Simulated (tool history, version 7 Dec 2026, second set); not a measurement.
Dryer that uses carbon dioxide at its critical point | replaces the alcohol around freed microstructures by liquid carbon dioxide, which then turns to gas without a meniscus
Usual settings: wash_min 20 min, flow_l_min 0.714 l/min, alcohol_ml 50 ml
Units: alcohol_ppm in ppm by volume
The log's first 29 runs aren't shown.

run     day  wash_min  flow_l_min  alcohol_ml  alcohol_ppm
 30  48.550        31       0.540         101          332
     49.450  -- inlet filter changed
 31  49.583        31       0.540         101          170
 32  51.025        12       0.541         110         5789
 33  52.117        12       0.826          44          736
 34  53.771        23       1.086          49           41
 35  55.900        22       0.558          50          442
 36  57.042        22       0.558          50          463
 37  58.721        20       0.642          34          302
 38  59.812        24       0.714          73          183
 39  61.833        24       0.714          73          201
 40  63.917        22       1.085          63           84
 41  65.583        16       0.988         107          414
 42  67.392        30       0.714          50          111
 43  69.600        30       0.714          50          125
     69.958  -- inlet filter changed
 44  70.571        30       0.714          50          106
 45  71.746        30       0.714          50          108
 46  72.671        24       1.100         108          104
 47  73.946        24       1.100         108           92

4 ways to go on from here, each from the tool as it stands after run 47. What would each give?
  A  75.646        16       1.100         108            ?
  B  75.646        20       0.714         101            ?
  C  75.646        24       0.762         108            ?
  D  75.646        24       1.100         106            ?

run  alcohol_ppm
  A          226
  B          468
  C          208
  D          106
Without the tool's hidden state the same runs would have given:
run  alcohol_ppm
  A          103
  B          312
  C           86
  D            4
